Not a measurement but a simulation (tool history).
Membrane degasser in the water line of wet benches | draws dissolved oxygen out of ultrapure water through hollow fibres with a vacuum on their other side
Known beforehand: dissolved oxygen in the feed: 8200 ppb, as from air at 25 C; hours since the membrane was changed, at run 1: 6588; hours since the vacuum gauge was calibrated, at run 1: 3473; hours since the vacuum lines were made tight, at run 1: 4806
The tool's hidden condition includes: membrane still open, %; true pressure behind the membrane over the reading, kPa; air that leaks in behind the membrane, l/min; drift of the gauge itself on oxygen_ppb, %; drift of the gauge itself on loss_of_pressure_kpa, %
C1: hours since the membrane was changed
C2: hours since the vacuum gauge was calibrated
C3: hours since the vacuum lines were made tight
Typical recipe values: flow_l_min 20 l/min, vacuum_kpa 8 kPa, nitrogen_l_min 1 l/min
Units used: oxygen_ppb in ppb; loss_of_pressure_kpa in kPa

run 1 day=0 | flow_l_min=20 vacuum_kpa=8 nitrogen_l_min=1 | C1=6588 C2=3473 C3=4806 | oxygen_ppb=232.7 loss_of_pressure_kpa=51.35
run 2 day=11.596 | flow_l_min=20 vacuum_kpa=8 nitrogen_l_min=1 | C1=6866 C2=3751 C3=5085 | oxygen_ppb=235.6 loss_of_pressure_kpa=51.45
run 3 day=18.917 | flow_l_min=20 vacuum_kpa=8 nitrogen_l_min=1 | C1=7042 C2=3927 C3=5260 | oxygen_ppb=236.1 loss_of_pressure_kpa=51.29
-- day=22.475 vacuum gauge calibrated
run 4 day=31.575 | flow_l_min=20 vacuum_kpa=8 nitrogen_l_min=1 | C1=7345 C2=218 C3=5564 | oxygen_ppb=234.6 loss_of_pressure_kpa=51.43
run 5 day=40.646 | flow_l_min=20 vacuum_kpa=8 nitrogen_l_min=1 | C1=7563 C2=436 C3=5781 | oxygen_ppb=230.7 loss_of_pressure_kpa=51.61
run 6 day=49.554 | flow_l_min=15 vacuum_kpa=8 nitrogen_l_min=1 | C1=7777 C2=650 C3=5995 | oxygen_ppb=175.1 loss_of_pressure_kpa=38.68
run 7 day=55.529 | flow_l_min=15 vacuum_kpa=8 nitrogen_l_min=1 | C1=7920 C2=793 C3=6138 | oxygen_ppb=174.6 loss_of_pressure_kpa=38.97
run 8 day=66.917 | flow_l_min=15 vacuum_kpa=8 nitrogen_l_min=1 | C1=8193 C2=1067 C3=6412 | oxygen_ppb=172.9 loss_of_pressure_kpa=38.84
run 9 day=75.254 | flow_l_min=20 vacuum_kpa=8 nitrogen_l_min=1 | C1=8393 C2=1267 C3=6612 | oxygen_ppb=237.2 loss_of_pressure_kpa=51.83
run 10 day=82.679 | flow_l_min=20 vacuum_kpa=8 nitrogen_l_min=1 | C1=8572 C2=1445 C3=6790 | oxygen_ppb=236.4 loss_of_pressure_kpa=51.43
run 11 day=95.238 | flow_l_min=20 vacuum_kpa=8 nitrogen_l_min=1 | C1=8873 C2=1746 C3=7091 | oxygen_ppb=239.1 loss_of_pressure_kpa=52.23
run 12 day=100.812 | flow_l_min=20 vacuum_kpa=11.02 nitrogen_l_min=1 | C1=9007 C2=1880 C3=7225 | oxygen_ppb=364.6 loss_of_pressure_kpa=51.69
run 13 day=111.85 | flow_l_min=20 vacuum_kpa=11.02 nitrogen_l_min=2.95 | C1=9272 C2=2145 C3=7490 | oxygen_ppb=154 loss_of_pressure_kpa=52.6
run 14 day=117.85 | flow_l_min=20 vacuum_kpa=11.02 nitrogen_l_min=2.95 | C1=9416 C2=2289 C3=7634 | oxygen_ppb=153.8 loss_of_pressure_kpa=52.52
run 15 day=128.888 | flow_l_min=20 vacuum_kpa=11.02 nitrogen_l_min=2.95 | C1=9681 C2=2554 C3=7899 | oxygen_ppb=153.3 loss_of_pressure_kpa=52.21
run 16 day=139.158 | flow_l_min=20 vacuum_kpa=11.02 nitrogen_l_min=2.95 | C1=9927 C2=2800 C3=8146 | oxygen_ppb=154 loss_of_pressure_kpa=52.31
run 17 day=150.625 | flow_l_min=20 vacuum_kpa=11.02 nitrogen_l_min=2.95 | C1=10202 C2=3076 C3=8421 | oxygen_ppb=153.8 loss_of_pressure_kpa=52.43
run 18 day=160.05 | flow_l_min=29 vacuum_kpa=8 nitrogen_l_min=2.71 | C1=10428 C2=3302 C3=8647 | oxygen_ppb=186.7 loss_of_pressure_kpa=76
run 19 day=169.375 | flow_l_min=22 vacuum_kpa=8 nitrogen_l_min=2.71 | C1=10652 C2=3526 C3=8871 | oxygen_ppb=127.8 loss_of_pressure_kpa=57.23
run 20 day=181.317 | flow_l_min=22 vacuum_kpa=9.04 nitrogen_l_min=2.71 | C1=10939 C2=3812 C3=9157 | oxygen_ppb=147.5 loss_of_pressure_kpa=57.82
-- day=189.533 vacuum gauge calibrated
run 21 day=194.312 | flow_l_min=22 vacuum_kpa=15.19 nitrogen_l_min=0.46 | C1=11250 C2=115 C3=9469 | oxygen_ppb=1028.7 loss_of_pressure_kpa=57.32
run 22 day=204.379 | flow_l_min=20 vacuum_kpa=6.01 nitrogen_l_min=0.54 | C1=11492 C2=356 C3=9710 | oxygen_ppb=231.6 loss_of_pressure_kpa=52.77
-- day=205.346 seals of the vacuum lines changed
run 23 day=213.275 | flow_l_min=20 vacuum_kpa=8 nitrogen_l_min=1.58 | C1=11703 C2=568 C3=190 | oxygen_ppb=164.4 loss_of_pressure_kpa=52.97
run 24 day=220.629 | flow_l_min=20 vacuum_kpa=8 nitrogen_l_min=1.58 | C1=11880 C2=744 C3=367 | oxygen_ppb=165.9 loss_of_pressure_kpa=52.51
run 25 day=227.429 | flow_l_min=20 vacuum_kpa=6.74 nitrogen_l_min=0.87 | C1=12043 C2=908 C3=530 | oxygen_ppb=199.7 loss_of_pressure_kpa=53.2
run 26 day=240.183 | flow_l_min=32 vacuum_kpa=8 nitrogen_l_min=2.85 | C1=12349 C2=1214 C3=836 | oxygen_ppb=208.7 loss_of_pressure_kpa=84.86
run 27 day=247.267 | flow_l_min=25 vacuum_kpa=7.97 nitrogen_l_min=1.22 | C1=12519 C2=1384 C3=1006 | oxygen_ppb=259.4 loss_of_pressure_kpa=66.16
run 28 day=256.788 | flow_l_min=25 vacuum_kpa=7.97 nitrogen_l_min=1.22 | C1=12748 C2=1612 C3=1235 | oxygen_ppb=257.2 loss_of_pressure_kpa=66
run 29 day=262.112 | flow_l_min=25 vacuum_kpa=7.97 nitrogen_l_min=1.22 | C1=12875 C2=1740 C3=1362 | oxygen_ppb=257.9 loss_of_pressure_kpa=66.32

The next listed run, before its measurement:
run 30 day=272.242 | flow_l_min=25 vacuum_kpa=7.97 nitrogen_l_min=1.22 | C1=13119 C2=1983 C3=1606 | oxygen_ppb=? loss_of_pressure_kpa=?

oxygen_ppb: 261.4 ppb
loss_of_pressure_kpa: 66.67 kPa
Without the tool's hidden state the same run would have given oxygen_ppb 247 ppb, loss_of_pressure_kpa 62.6 kPa.
